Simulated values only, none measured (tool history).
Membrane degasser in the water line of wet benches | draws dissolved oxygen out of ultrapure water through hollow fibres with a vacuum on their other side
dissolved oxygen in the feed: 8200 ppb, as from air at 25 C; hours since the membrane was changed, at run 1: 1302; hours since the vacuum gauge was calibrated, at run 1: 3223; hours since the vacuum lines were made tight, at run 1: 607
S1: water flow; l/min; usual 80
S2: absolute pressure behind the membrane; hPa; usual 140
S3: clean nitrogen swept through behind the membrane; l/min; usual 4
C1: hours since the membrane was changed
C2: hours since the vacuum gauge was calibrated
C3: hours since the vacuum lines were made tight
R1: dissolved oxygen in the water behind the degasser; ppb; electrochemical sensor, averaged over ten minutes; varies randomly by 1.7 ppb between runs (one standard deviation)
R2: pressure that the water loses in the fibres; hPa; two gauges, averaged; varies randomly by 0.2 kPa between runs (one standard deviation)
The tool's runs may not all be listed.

run 1 hour=0 | S1=80 S2=140 S3=4 | C1=1302 C2=3223 C3=607 | R1=463.6 R2=452.9
run 2 hour=61.8 | S1=80 S2=140 S3=4 | C1=1364 C2=3285 C3=668 | R1=467.3 R2=454.7
run 3 hour=97.4 | S1=80 S2=140 S3=2.59 | C1=1399 C2=3321 C3=704 | R1=662.1 R2=452.7
run 4 hour=164.6 | S1=80 S2=140 S3=2.59 | C1=1467 C2=3388 C3=771 | R1=663.3 R2=454.4
run 5 hour=209.2 | S1=80 S2=140 S3=2.59 | C1=1511 C2=3433 C3=816 | R1=662.9 R2=452.4
run 6 hour=240.6 | S1=80 S2=140 S3=2.59 | C1=1543 C2=3464 C3=847 | R1=660.1 R2=456.4
run 7 hour=288.6 | S1=80 S2=140 S3=4 | C1=1591 C2=3512 C3=895 | R1=465.4 R2=451.2
run 8 hour=336.6 | S1=80 S2=140 S3=4 | C1=1639 C2=3560 C3=943 | R1=467.3 R2=449.4
run 9 hour=409.3 | S1=80 S2=140 S3=4 | C1=1711 C2=3633 C3=1016 | R1=464.4 R2=451.6
run 10 hour=464.2 | S1=80 S2=140 S3=4 | C1=1766 C2=3688 C3=1071 | R1=464.3 R2=454.3
run 11 hour=526.1 | S1=80 S2=140 S3=4 | C1=1828 C2=3749 C3=1133 | R1=465.6 R2=451.8
run 12 hour=594 | S1=80 S2=140 S3=6.47 | C1=1896 C2=3817 C3=1201 | R1=310.5 R2=455.7
run 13 hour=649.4 | S1=80 S2=140 S3=6.47 | C1=1951 C2=3873 C3=1256 | R1=307.8 R2=450.2
run 14 hour=692 | S1=80 S2=140 S3=6.47 | C1=1994 C2=3915 C3=1299 | R1=310.2 R2=449.9
run 15 hour=758.5 | S1=80 S2=140 S3=6.33 | C1=2061 C2=3982 C3=1365 | R1=318 R2=453.1
run 16 hour=789.9 | S1=80 S2=140 S3=6.33 | C1=2092 C2=4013 C3=1396 | R1=318.2 R2=455.3
run 17 hour=841.6 | S1=119 S2=207 S3=1.76 | C1=2144 C2=4065 C3=1448 | R1=1786.7 R2=673.6
run 18 hour=873.2 | S1=61 S2=237 S3=10.13 | C1=2175 C2=4097 C3=1480 | R1=292.8 R2=343.6
run 19 hour=905.9 | S1=61 S2=237 S3=10.13 | C1=2208 C2=4129 C3=1512 | R1=295.2 R2=344.6
run 20 hour=948.3 | S1=61 S2=237 S3=10.13 | C1=2250 C2=4172 C3=1555 | R1=294.3 R2=342.5
run 21 hour=981.9 | S1=97 S2=237 S3=1.7 | C1=2284 C2=4205 C3=1588 | R1=1811.7 R2=547.8
run 22 hour=1015.8 | S1=98 S2=142 S3=2.91 | C1=2318 C2=4239 C3=1622 | R1=732.5 R2=554.6
run 23 hour=1076.3 | S1=65 S2=142 S3=2.91 | C1=2378 C2=4300 C3=1683 | R1=520.1 R2=369.6
run 24 hour=1112.1 | S1=62 S2=142 S3=8.48 | C1=2414 C2=4335 C3=1719 | R1=194.2 R2=350.8
run 25 hour=1148.6 | S1=112 S2=140 S3=6.29 | C1=2451 C2=4372 C3=1755 | R1=441.1 R2=628.8
run 26 hour=1191.6 | S1=85 S2=140 S3=3.46 | C1=2494 C2=4415 C3=1798 | R1=557.2 R2=484.6
run 27 hour=1262.7 | S1=85 S2=140 S3=3.46 | C1=2565 C2=4486 C3=1869 | R1=560.2 R2=476.6
run 28 hour=1338.8 | S1=53 S2=119 S3=8.51 | C1=2641 C2=4562 C3=1945 | R1=131.7 R2=300.2
run 29 hour=1409.1 | S1=62 S2=265 S3=4 | C1=2711 C2=4632 C3=2016 | R1=771 R2=352
-- hour=1458.6 gauge calibrated
run 30 hour=1485.1 | S1=62 S2=265 S3=4 | C1=2787 C2=4709 C3=2092 | R1=757 R2=352
run 31 hour=1556.2 | S1=86 S2=265 S3=8.37 | C1=2858 C2=4780 C3=2163 | R1=540 R2=483.2
run 32 hour=1615.4 | S1=86 S2=88 S3=2.95 | C1=2918 C2=4839 C3=2222 | R1=340.7 R2=488.1

What if the next run were any one of these 4? Each begins from the tool's condition after run 32:
run A hour=1685.4 | S1=86 S2=108 S3=3.37 | C1=2988 C2=4909 C3=2292 | R1=? R2=?
run B hour=1685.4 | S1=106 S2=153 S3=4 | C1=2988 C2=4909 C3=2292 | R1=? R2=?
run C hour=1685.4 | S1=80 S2=310 S3=4 | C1=2988 C2=4909 C3=2292 | R1=? R2=?
run D hour=1685.4 | S1=70 S2=322 S3=2.16 | C1=2988 C2=4909 C3=2292 | R1=? R2=?

run=A R1=409.6 R2=486.1
run=B R1=663 R2=596.8
run=C R1=1103 R2=451.7
run=D R1=1637.6 R2=392.1
Stripped of hidden state, with their random variation kept, the same runs would have yielded:
run=A R1=408.3 R2=485.9
run=B R1=661 R2=596.6
run=C R1=1099.7 R2=451.6
run=D R1=1632.8 R2=392
